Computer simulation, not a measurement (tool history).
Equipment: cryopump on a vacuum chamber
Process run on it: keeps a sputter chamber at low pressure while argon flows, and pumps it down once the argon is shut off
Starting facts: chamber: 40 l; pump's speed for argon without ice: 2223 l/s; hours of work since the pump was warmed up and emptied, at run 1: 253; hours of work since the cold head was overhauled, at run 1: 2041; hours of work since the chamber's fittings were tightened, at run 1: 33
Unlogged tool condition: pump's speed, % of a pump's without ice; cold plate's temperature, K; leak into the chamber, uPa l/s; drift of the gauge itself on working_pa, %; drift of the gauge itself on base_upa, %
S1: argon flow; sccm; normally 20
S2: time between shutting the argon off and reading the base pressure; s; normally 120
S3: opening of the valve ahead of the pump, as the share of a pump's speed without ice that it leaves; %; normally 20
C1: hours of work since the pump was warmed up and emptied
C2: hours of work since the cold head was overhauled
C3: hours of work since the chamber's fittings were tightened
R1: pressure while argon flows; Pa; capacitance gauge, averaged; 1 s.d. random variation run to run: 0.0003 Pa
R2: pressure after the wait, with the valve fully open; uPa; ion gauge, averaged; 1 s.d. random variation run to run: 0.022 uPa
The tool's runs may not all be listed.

Run 1, hour 0.0: usual settings; C1 253; C2 2041; C3 33. Result: R1 0.0800 Pa, R2 0.73 uPa.
Run 2, hour 31.9: usual settings; C1 279; C2 2066; C3 58. Result: R1 0.0805 Pa, R2 0.77 uPa.
Run 3, hour 64.8: usual settings; C1 305; C2 2093; C3 85. Result: R1 0.0810 Pa, R2 0.79 uPa.
At hour 92.4: pump warmed up, emptied and cooled again.
Run 4, hour 113.2: usual settings; C1 17; C2 2128; C3 120. Result: R1 0.0764 Pa, R2 0.75 uPa.
Run 5, hour 170.1: usual settings but S3 24 %; C1 63; C2 2174; C3 166. Result: R1 0.0641 Pa, R2 0.80 uPa.
Run 6, hour 226.4: usual settings but S3 28 %; C1 108; C2 2219; C3 211. Result: R1 0.0556 Pa, R2 0.89 uPa.
Run 7, hour 258.7: usual settings; C1 134; C2 2245; C3 237. Result: R1 0.0776 Pa, R2 0.87 uPa.
Run 8, hour 325.8: usual settings but S3 55 %; C1 188; C2 2299; C3 291. Result: R1 0.0306 Pa, R2 0.94 uPa.
Run 9, hour 369.8: usual settings; C1 223; C2 2334; C3 326. Result: R1 0.0791 Pa, R2 0.99 uPa.
Run 10, hour 405.4: usual settings but S1 15 sccm, S2 20 s, S3 29 %; C1 252; C2 2363; C3 355. Result: R1 0.0422 Pa, R2 3.69 uPa.
Run 11, hour 477.3: usual settings but S1 8 sccm, S2 76 s; C1 310; C2 2421; C3 413. Result: R1 0.0324 Pa, R2 1.38 uPa.
At hour 498.9: pump warmed up, emptied and cooled again.
Run 12, hour 539.4: usual settings but S1 8 sccm, S2 76 s; C1 33; C2 2467; C3 459. Result: R1 0.0308 Pa, R2 1.33 uPa.
Run 13, hour 572.0: usual settings but S1 8 sccm, S2 26 s; C1 59; C2 2493; C3 485. Result: R1 0.0302 Pa, R2 2.94 uPa.
Run 14, hour 610.6: usual settings but S2 158 s, S3 21 %; C1 90; C2 2524; C3 516. Result: R1 0.0736 Pa, R2 0.90 uPa.
Run 15, hour 654.3: usual settings but S2 158 s, S3 21 %; C1 125; C2 2560; C3 552. Result: R1 0.0746 Pa, R2 0.98 uPa.
Run 16, hour 689.0: usual settings but S2 158 s, S3 21 %; C1 153; C2 2587; C3 579. Result: R1 0.0746 Pa, R2 1.01 uPa.
Run 17, hour 749.8: usual settings but S2 158 s, S3 21 %; C1 202; C2 2636; C3 628. Result: R1 0.0751 Pa, R2 1.09 uPa.

Forecast each of these 5 alternatives for the next run:
Run A, hour 795.2: usual settings but S2 158 s, S3 41 %; C1 239; C2 2673; C3 665. Result: R1 ?, R2 ?.
Run B, hour 795.2: usual settings but S3 19 %; C1 239; C2 2673; C3 665. Result: R1 ?, R2 ?.
Run C, hour 795.2: usual settings but S1 31 sccm; C1 239; C2 2673; C3 665. Result: R1 ?, R2 ?.
Run D, hour 795.2: usual settings but S2 148 s, S3 45 %; C1 239; C2 2673; C3 665. Result: R1 ?, R2 ?.
Run E, hour 795.2: usual settings but S1 14 sccm, S2 233 s; C1 239; C2 2673; C3 665. Result: R1 ?, R2 ?.

run      R1    R2
  A  0.0412  1.13
  B  0.0844  1.25
  C  0.1232  1.27
  D  0.0371  1.15
  E  0.0556  1.03
What these runs would have given with no unlogged condition in the tool:
run      R1    R2
  A  0.0376  0.52
  B  0.0809  0.64
  C  0.1176  0.65
  D  0.0335  0.55
  E  0.0531  0.42
